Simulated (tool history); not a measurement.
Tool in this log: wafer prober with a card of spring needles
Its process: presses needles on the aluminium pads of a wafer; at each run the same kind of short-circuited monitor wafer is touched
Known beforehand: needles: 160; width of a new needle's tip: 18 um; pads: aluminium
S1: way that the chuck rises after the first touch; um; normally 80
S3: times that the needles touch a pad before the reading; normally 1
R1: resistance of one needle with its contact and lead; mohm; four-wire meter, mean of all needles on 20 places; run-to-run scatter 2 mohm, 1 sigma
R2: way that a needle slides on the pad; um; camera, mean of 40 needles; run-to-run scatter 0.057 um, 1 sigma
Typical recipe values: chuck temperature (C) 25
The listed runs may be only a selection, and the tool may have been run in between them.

Run 1, hour 0: usual settings. Result: R1 259 mohm, R2 18.98 um.
At hour 10.4: tips cleaned on abrasive film.
At hour 26.9: tips cleaned on abrasive film.
Run 2, hour 31.8: usual settings. Result: R1 259 mohm, R2 18.94 um.
At hour 44.2: tips cleaned on abrasive film.
Run 3, hour 54: usual settings. Result: R1 272 mohm, R2 18.92 um.
At hour 60.9: tips cleaned on abrasive film.
Run 4, hour 71.6: usual settings. Result: R1 277 mohm, R2 18.94 um.
At hour 78.1: tips cleaned on abrasive film.
At hour 95: tips cleaned on abrasive film.
Run 5, hour 95.7: usual settings but S1 74 um. Result: R1 241 mohm, R2 17.45 um.
At hour 113.3: tips cleaned on abrasive film.
Run 6, hour 120.6: usual settings but S1 74 um. Result: R1 272 mohm, R2 17.43 um.
At hour 131: tips cleaned on abrasive film.
At hour 147.4: tips cleaned on abrasive film.
Run 7, hour 147.5: usual settings but chuck temperature (C) 92. Result: R1 248 mohm, R2 18.82 um.
At hour 165.5: tips cleaned on abrasive film.
Run 8, hour 172.6: usual settings. Result: R1 269 mohm, R2 18.8 um.
At hour 185: tips cleaned on abrasive film.
Run 9, hour 200.9: usual settings. Result: R1 298 mohm, R2 18.8 um.
At hour 203.5: tips cleaned on abrasive film.
At hour 220.2: tips cleaned on abrasive film.
At hour 220.5: height of the first contact set anew.
Run 10, hour 232.2: usual settings. Result: R1 277 mohm, R2 19.12 um.
At hour 238: tips cleaned on abrasive film.
Run 11, hour 250.9: usual settings. Result: R1 288 mohm, R2 19.11 um.
At hour 255.6: tips cleaned on abrasive film.
At hour 272.5: tips cleaned on abrasive film.
Run 12, hour 274.5: usual settings. Result: R1 242 mohm, R2 19.08 um.
At hour 290.5: tips cleaned on abrasive film.
Run 13, hour 296.1: usual settings. Result: R1 262 mohm, R2 19.09 um.
At hour 309.7: tips cleaned on abrasive film.
Run 14, hour 312.4: usual settings. Result: R1 248 mohm, R2 19.1 um.
At hour 328.1: tips cleaned on abrasive film.
Run 15, hour 336.7: usual settings. Result: R1 271 mohm, R2 19.02 um.
At hour 345.3: tips cleaned on abrasive film.
Run 16, hour 360.6: usual settings. Result: R1 285 mohm, R2 19.02 um.
At hour 362.8: tips cleaned on abrasive film.
At hour 379.9: tips cleaned on abrasive film.
Run 17, hour 395.1: usual settings. Result: R1 293 mohm, R2 19.06 um.
At hour 398.9: tips cleaned on abrasive film.
At hour 417.3: tips cleaned on abrasive film.
Run 18, hour 433.1: usual settings. Result: R1 295 mohm, R2 18.91 um.
At hour 435.6: tips cleaned on abrasive film.
At hour 452.4: tips cleaned on abrasive film.
Run 19, hour 463.6: usual settings but S1 71 um, chuck temperature (C) 40, S3 2. Result: R1 267 mohm, R2 16.73 um.
At hour 472.3: tips cleaned on abrasive film.
At hour 489.3: tips cleaned on abrasive film.
Run 20, hour 489.3: usual settings but S1 90 um, chuck temperature (C) 38. Result: R1 231 mohm, R2 21.32 um.
At hour 507.1: tips cleaned on abrasive film.
Run 21, hour 518: usual settings but S1 90 um, chuck temperature (C) 38. Result: R1 273 mohm, R2 21.34 um.
At hour 523.8: tips cleaned on abrasive film.
Run 22, hour 534.8: usual settings but S1 61 um. Result: R1 329 mohm, R2 14.39 um.
At hour 541.5: tips cleaned on abrasive film.
At hour 558.5: tips cleaned on abrasive film.
Run 23, hour 565.3: usual settings but S1 61 um. Result: R1 298 mohm, R2 14.29 um.
At hour 575.2: tips cleaned on abrasive film.
Run 24, hour 582.6: usual settings but S1 77 um, chuck temperature (C) 124. Result: R1 300 mohm, R2 18.06 um.
At hour 592.2: tips cleaned on abrasive film.
Run 25, hour 604.1: usual settings but S1 65 um, chuck temperature (C) 124, S3 2. Result: R1 311 mohm, R2 15.19 um.
At hour 608.7: tips cleaned on abrasive film.
Run 26, hour 622.1: usual settings but S1 65 um, chuck temperature (C) 124, S3 2. Result: R1 311 mohm, R2 15.17 um.
At hour 627.4: tips cleaned on abrasive film.
At hour 634.1: height of the first contact set anew.
Run 27, hour 642.6: usual settings but S1 65 um, chuck temperature (C) 124, S3 2. Result: R1 313 mohm, R2 15.58 um.
At hour 644.8: tips cleaned on abrasive film.
Run 28, hour 660.3: usual settings but S1 66 um, chuck temperature (C) 110, S3 2. Result: R1 308 mohm, R2 15.76 um.
At hour 662.9: tips cleaned on abrasive film.
At hour 680.2: tips cleaned on abrasive film.
Run 29, hour 688.6: usual settings but S1 99 um, chuck temperature (C) 103, S3 2. Result: R1 258 mohm, R2 23.63 um.
At hour 699.3: tips cleaned on abrasive film.
Run 30, hour 707.1: usual settings but S1 65 um. Result: R1 297 mohm, R2 15.55 um.
At hour 718.3: tips cleaned on abrasive film.
Run 31, hour 728.9: usual settings but S1 99 um, chuck temperature (C) 115. Result: R1 277 mohm, R2 23.6 um.
At hour 735.9: tips cleaned on abrasive film.
Run 32, hour 748.9: usual settings but S1 99 um, chuck temperature (C) 115. Result: R1 283 mohm, R2 23.64 um.

3 options for the next run, each taken on its own from the tool as it stands now. Forecast them:
At hour 752.9: tips cleaned on abrasive film.
Run A, hour 768.1: usual settings but S1 69 um, chuck temperature (C) 41. Result: R1 ?, R2 ?.
At hour 752.9: tips cleaned on abrasive film.
Run B, hour 768.1: usual settings. Result: R1 ?, R2 ?.
At hour 752.9: tips cleaned on abrasive film.
Run C, hour 768.1: usual settings but chuck temperature (C) 31. Result: R1 ?, R2 ?.

run   R1     R2
  A  329  16.34
  B  297  18.99
  C  302  19.01
Without the tool's unlogged condition, the same runs would have read:
run   R1     R2
  A  230  16.46
  B  220  19.11
  C  226  19.13

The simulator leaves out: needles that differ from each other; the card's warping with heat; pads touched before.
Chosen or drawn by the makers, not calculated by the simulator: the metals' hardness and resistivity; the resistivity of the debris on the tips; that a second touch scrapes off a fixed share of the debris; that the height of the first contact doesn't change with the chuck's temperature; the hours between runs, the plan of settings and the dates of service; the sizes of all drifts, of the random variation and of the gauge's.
